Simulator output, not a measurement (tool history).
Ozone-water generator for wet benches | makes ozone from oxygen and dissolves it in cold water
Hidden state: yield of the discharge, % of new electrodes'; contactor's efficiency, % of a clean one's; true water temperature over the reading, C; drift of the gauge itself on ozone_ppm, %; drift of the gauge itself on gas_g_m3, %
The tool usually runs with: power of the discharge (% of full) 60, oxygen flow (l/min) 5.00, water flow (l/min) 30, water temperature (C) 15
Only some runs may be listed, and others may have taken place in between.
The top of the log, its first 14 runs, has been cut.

run    hour  power of the discharge (% of full)  oxygen flow (l/min)  water flow (l/min)  water temperature (C)  hours of work since the electrodes were changed  hours of work since the contactor was cleaned  hours of work since the thermometer was calibrated  dissolved ozone (ppm)  ozone in the gas ahead of the water (g/m3)
 15  1044.4                                  60                 5.00                  18                     15                                             1905                                           3889                                                2841                   18.5                                       176.2
 16  1120.2                                  60                 5.00                  18                     15                                             1980                                           3964                                                2916                   18.8                                       176.9
 17  1183.4                                  60                 5.00                  18                     15                                             2043                                           4026                                                2979                   18.8                                       174.9
 18  1273.1                                  41                 5.00                  27                     21                                             2132                                           4115                                                3068                    9.3                                       132.1
 19  1334.0                                  41                 5.00                  27                     21                                             2192                                           4176                                                3128                    9.3                                       130.4
 20  1417.0                                  41                 2.58                  27                     21                                             2275                                           4258                                                3211                    8.3                                       185.7
 21  1508.9                                  41                 2.58                  27                     21                                             2366                                           4349                                                3302                    8.1                                       185.1
 22  1606.5                                  41                 4.15                  27                     21                                             2462                                           4446                                                3399                    9.0                                       143.6
 23  1715.3                                  56                 5.00                  32                     15                                             2570                                           4554                                                3506                   10.8                                       165.1
 24  1775.0                                  75                 3.62                  25                     22                                             2630                                           4613                                                3566                   15.1                                       245.2
     1783.1  -- water thermometer calibrated
 25  1849.2                                  75                 3.62                  25                     22                                             2703                                           4686                                                  65                   14.9                                       244.6
 26  1896.7                                  75                 3.62                  25                     22                                             2750                                           4733                                                 113                   14.9                                       245.1
 27  1989.1                                  50                 4.14                  25                     22                                             2841                                           4825                                                 204                   10.8                                       166.2
 28  2099.7                                  50                 4.14                  25                     22                                             2951                                           4935                                                 314                   10.8                                       166.3
 29  2158.0                                  60                 3.79                  20                     15                                             3009                                           4992                                                 372                   16.2                                       199.4
 30  2266.4                                  49                 5.00                  30                     10                                             3116                                           5100                                                 479                   10.7                                       146.1
 31  2363.2                                  45                 5.00                  30                     15                                             3212                                           5196                                                 575                    9.5                                       139.0
 32  2416.7                                  88                 5.00                  30                     15                                             3265                                           5249                                                 628                   15.7                                       229.0
     2424.2  -- water thermometer calibrated, once more
 33  2479.3                                  88                 5.00                  30                     15                                             3327                                           5310                                                  55                   15.7                                       229.6
 34  2552.4                                  88                 5.00                  18                     15                                             3399                                           5383                                                 127                   24.1                                       227.2

Forecast each of these 3 alternatives for the next run:
  A  2618.8                                  60                 5.00                  23                     22                                             3465                                           5449                                                 193                      ?                                           ?
  B  2618.8                                  60                 3.10                  30                     12                                             3465                                           5449                                                 193                      ?                                           ?
  C  2618.8                                  98                 7.89                  30                      9                                             3465                                           5449                                                 193                      ?                                           ?

run  dissolved ozone (ppm)  ozone in the gas ahead of the water (g/m3)
  A                   13.5                                       170.5
  B                   10.8                                       221.6
  C                   19.1                                       195.5
Without the tool's hidden state the same runs would have given:
run  dissolved ozone (ppm)  ozone in the gas ahead of the water (g/m3)
  A                   15.5                                       183.2
  B                   12.4                                       238.3
  C                   22.7                                       217.1
